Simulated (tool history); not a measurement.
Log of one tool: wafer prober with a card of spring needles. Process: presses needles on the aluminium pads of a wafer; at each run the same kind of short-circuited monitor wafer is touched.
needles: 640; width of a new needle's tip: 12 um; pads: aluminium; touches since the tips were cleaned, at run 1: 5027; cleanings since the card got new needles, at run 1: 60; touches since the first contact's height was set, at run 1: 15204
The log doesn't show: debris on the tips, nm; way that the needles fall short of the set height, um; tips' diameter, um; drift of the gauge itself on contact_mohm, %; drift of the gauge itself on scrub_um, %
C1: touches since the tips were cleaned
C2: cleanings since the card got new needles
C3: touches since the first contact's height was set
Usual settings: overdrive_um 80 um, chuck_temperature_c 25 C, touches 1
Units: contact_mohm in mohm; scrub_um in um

run 1 hour=0 | overdrive_um=80 chuck_temperature_c=25 touches=1 | C1=5027 C2=60 C3=15204 | contact_mohm=206 scrub_um=16.26
-- hour=2.6 tips cleaned on abrasive film
run 2 hour=14.1 | overdrive_um=80 chuck_temperature_c=25 touches=1 | C1=4244 C2=61 C3=20374 | contact_mohm=206 scrub_um=16.25
-- hour=18.7 tips cleaned on abrasive film
-- hour=36.5 tips cleaned on abrasive film
run 3 hour=41.3 | overdrive_um=80 chuck_temperature_c=25 touches=1 | C1=1756 C2=63 C3=30330 | contact_mohm=205 scrub_um=16.28
-- hour=54.6 tips cleaned on abrasive film
run 4 hour=66.8 | overdrive_um=80 chuck_temperature_c=25 touches=1 | C1=4514 C2=64 C3=39719 | contact_mohm=205 scrub_um=16.26
-- hour=72.1 tips cleaned on abrasive film
run 5 hour=82.5 | overdrive_um=80 chuck_temperature_c=25 touches=1 | C1=3831 C2=65 C3=45446 | contact_mohm=206 scrub_um=16.2
-- hour=89 tips cleaned on abrasive film
-- hour=105 tips cleaned on abrasive film
run 6 hour=110.3 | overdrive_um=80 chuck_temperature_c=25 touches=1 | C1=1944 C2=67 C3=55646 | contact_mohm=206 scrub_um=16.18
-- hour=120.9 tips cleaned on abrasive film
run 7 hour=126.6 | overdrive_um=80 chuck_temperature_c=67 touches=1 | C1=2104 C2=68 C3=61623 | contact_mohm=219 scrub_um=16.2
-- hour=138.9 tips cleaned on abrasive film
run 8 hour=140.3 | overdrive_um=80 chuck_temperature_c=67 touches=1 | C1=526 C2=69 C3=66653 | contact_mohm=214 scrub_um=16.11
-- hour=155 tips cleaned on abrasive film
run 9 hour=156.1 | overdrive_um=80 chuck_temperature_c=53 touches=1 | C1=430 C2=70 C3=72450 | contact_mohm=212 scrub_um=16.14
run 10 hour=170.4 | overdrive_um=73 chuck_temperature_c=25 touches=1 | C1=5701 C2=70 C3=77721 | contact_mohm=206 scrub_um=14.82
-- hour=172.5 tips cleaned on abrasive film
-- hour=189.9 tips cleaned on abrasive film
run 11 hour=192.7 | overdrive_um=80 chuck_temperature_c=92 touches=1 | C1=1004 C2=72 C3=85851 | contact_mohm=222 scrub_um=16.09
-- hour=206.4 tips cleaned on abrasive film
run 12 hour=215.1 | overdrive_um=80 chuck_temperature_c=25 touches=1 | C1=3222 C2=73 C3=94102 | contact_mohm=209 scrub_um=16.09
-- hour=223.3 tips cleaned on abrasive film
-- hour=223.6 height of the first contact set anew
run 13 hour=232.9 | overdrive_um=80 chuck_temperature_c=25 touches=1 | C1=3444 C2=74 C3=3444 | contact_mohm=208 scrub_um=16.1
-- hour=240.1 tips cleaned on abrasive film
-- hour=258.2 tips cleaned on abrasive film
run 14 hour=259.6 | overdrive_um=80 chuck_temperature_c=25 touches=1 | C1=501 C2=76 C3=13212 | contact_mohm=205 scrub_um=16.11
-- hour=276.1 tips cleaned on abrasive film
run 15 hour=289 | overdrive_um=80 chuck_temperature_c=25 touches=1 | C1=4759 C2=77 C3=24016 | contact_mohm=204 scrub_um=16.18
-- hour=291.9 tips cleaned on abrasive film
-- hour=308.7 tips cleaned on abrasive film
run 16 hour=313.2 | overdrive_um=80 chuck_temperature_c=25 touches=1 | C1=1674 C2=79 C3=32894 | contact_mohm=207 scrub_um=16.03
-- hour=325.7 tips cleaned on abrasive film
run 17 hour=326.9 | overdrive_um=80 chuck_temperature_c=25 touches=1 | C1=441 C2=80 C3=37916 | contact_mohm=207 scrub_um=16.01
-- hour=342.4 tips cleaned on abrasive film
run 18 hour=357.7 | overdrive_um=62 chuck_temperature_c=116 touches=2 | C1=5644 C2=81 C3=49234 | contact_mohm=231 scrub_um=12.45
-- hour=359.4 tips cleaned on abrasive film
-- hour=376.9 tips cleaned on abrasive film
run 19 hour=384.1 | overdrive_um=66 chuck_temperature_c=48 touches=3 | C1=2659 C2=83 C3=58898 | contact_mohm=214 scrub_um=13.28
-- hour=393.4 tips cleaned on abrasive film
-- hour=410.8 tips cleaned on abrasive film
run 20 hour=411.8 | overdrive_um=66 chuck_temperature_c=51 touches=2 | C1=374 C2=85 C3=69036 | contact_mohm=215 scrub_um=13.2
-- hour=429.2 tips cleaned on abrasive film
run 21 hour=432.2 | overdrive_um=80 chuck_temperature_c=55 touches=1 | C1=1128 C2=86 C3=76539 | contact_mohm=216 scrub_um=16.06
-- hour=447.2 tips cleaned on abrasive film
run 22 hour=451.7 | overdrive_um=83 chuck_temperature_c=25 touches=1 | C1=1674 C2=87 C3=83700 | contact_mohm=207 scrub_um=16.65
-- hour=464.4 tips cleaned on abrasive film
run 23 hour=475.4 | overdrive_um=83 chuck_temperature_c=25 touches=1 | C1=4057 C2=88 C3=92393 | contact_mohm=202 scrub_um=16.6
-- hour=480.4 tips cleaned on abrasive film
-- hour=487.6 height of the first contact set anew
-- hour=497.2 tips cleaned on abrasive film
run 24 hour=497.2 | overdrive_um=63 chuck_temperature_c=71 touches=3 | C1=0 C2=90 C3=3495 | contact_mohm=217 scrub_um=12.68
-- hour=514.4 tips cleaned on abrasive film
run 25 hour=518.5 | overdrive_um=63 chuck_temperature_c=71 touches=3 | C1=1515 C2=91 C3=11320 | contact_mohm=219 scrub_um=12.65
-- hour=530.5 tips cleaned on abrasive film
run 26 hour=541.4 | overdrive_um=63 chuck_temperature_c=71 touches=3 | C1=4009 C2=92 C3=19721 | contact_mohm=217 scrub_um=12.58
-- hour=548.2 tips cleaned on abrasive film
-- hour=564.9 tips cleaned on abrasive film
run 27 hour=565.5 | overdrive_um=96 chuck_temperature_c=31 touches=2 | C1=211 C2=94 C3=28564 | contact_mohm=208 scrub_um=19.15
-- hour=581.4 tips cleaned on abrasive film
run 28 hour=583.1 | overdrive_um=96 chuck_temperature_c=31 touches=2 | C1=627 C2=95 C3=35018 | contact_mohm=204 scrub_um=19.07
-- hour=597.8 tips cleaned on abrasive film
run 29 hour=612.8 | overdrive_um=97 chuck_temperature_c=51 touches=1 | C1=5534 C2=96 C3=45920 | contact_mohm=210 scrub_um=19.31
-- hour=615 tips cleaned on abrasive film
-- hour=632.5 tips cleaned on abrasive film
run 30 hour=640.1 | overdrive_um=79 chuck_temperature_c=125 touches=1 | C1=2804 C2=98 C3=55935 | contact_mohm=226 scrub_um=15.75
-- hour=649.4 tips cleaned on abrasive film
-- hour=667.3 tips cleaned on abrasive film
run 31 hour=669.1 | overdrive_um=63 chuck_temperature_c=25 touches=1 | C1=662 C2=100 C3=66565 | contact_mohm=208 scrub_um=12.49

3 ways to go on from here, each from the tool as it stands after run 31. What would each give?
-- hour=684.1 tips cleaned on abrasive film
run A hour=694.5 | overdrive_um=86 chuck_temperature_c=25 touches=1 | C1=3866 C2=101 C3=75915 | contact_mohm=? scrub_um=?
-- hour=684.1 tips cleaned on abrasive film
run B hour=694.5 | overdrive_um=64 chuck_temperature_c=25 touches=1 | C1=3866 C2=101 C3=75915 | contact_mohm=? scrub_um=?
-- hour=684.1 tips cleaned on abrasive film
run C hour=694.5 | overdrive_um=80 chuck_temperature_c=122 touches=2 | C1=3866 C2=101 C3=75915 | contact_mohm=? scrub_um=?

run=A contact_mohm=208 scrub_um=17.12
run=B contact_mohm=206 scrub_um=12.69
run=C contact_mohm=227 scrub_um=15.92
Without the tool's hidden state the same runs would have given:
run=A contact_mohm=207 scrub_um=17.55
run=B contact_mohm=205 scrub_um=13
run=C contact_mohm=227 scrub_um=16.31
